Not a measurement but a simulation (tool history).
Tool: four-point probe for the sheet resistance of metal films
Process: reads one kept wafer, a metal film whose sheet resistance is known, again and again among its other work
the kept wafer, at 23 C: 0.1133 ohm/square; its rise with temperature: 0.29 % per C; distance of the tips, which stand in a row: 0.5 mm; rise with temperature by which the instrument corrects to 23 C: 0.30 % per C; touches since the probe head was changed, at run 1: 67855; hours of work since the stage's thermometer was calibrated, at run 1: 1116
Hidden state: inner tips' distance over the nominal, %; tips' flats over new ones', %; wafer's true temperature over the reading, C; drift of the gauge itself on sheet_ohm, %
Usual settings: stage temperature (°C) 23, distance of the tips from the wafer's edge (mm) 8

run	hour	stage temperature (°C)	distance of the tips from the wafer's edge (mm)	touches since the probe head was changed	hours of work since the stage's thermometer was calibrated	sheet resistance as the instrument gives it (ohm/square)
1	0.0	23	8	67855	1116	0.112057
2	37.8	23	8	68954	1135	0.112076
3	84.3	23	8	70307	1159	0.111987
4	144.3	23	8	72055	1189	0.112023
5	181.1	23	8	73126	1207	0.112011
6	234.2	23	8	74670	1234	0.112031
# hour 279.3: stage's thermometer calibrated
7	279.3	23	8	75968	0	0.112139
8	333.8	22	8	77553	27	0.112112
9	404.4	22	8	79607	63	0.112122
10	489.6	23	8	82087	106	0.112118
11	573.3	23	8	84520	148	0.112076
12	661.6	20	5	87090	192	0.112451
13	717.3	35	52	88709	220	0.111746
14	784.2	27	43	90657	254	0.111736
15	834.2	23	65	92112	279	0.111744
16	873.2	22	18	93246	298	0.111789

The next listed run, before its measurement:
17	947.6	19	9	95412	336	?

Run 17 gave sheet resistance as the instrument gives it (ohm/square) 0.111927.
Without the tool's hidden state the same run would have given sheet resistance as the instrument gives it (ohm/square) 0.113504.
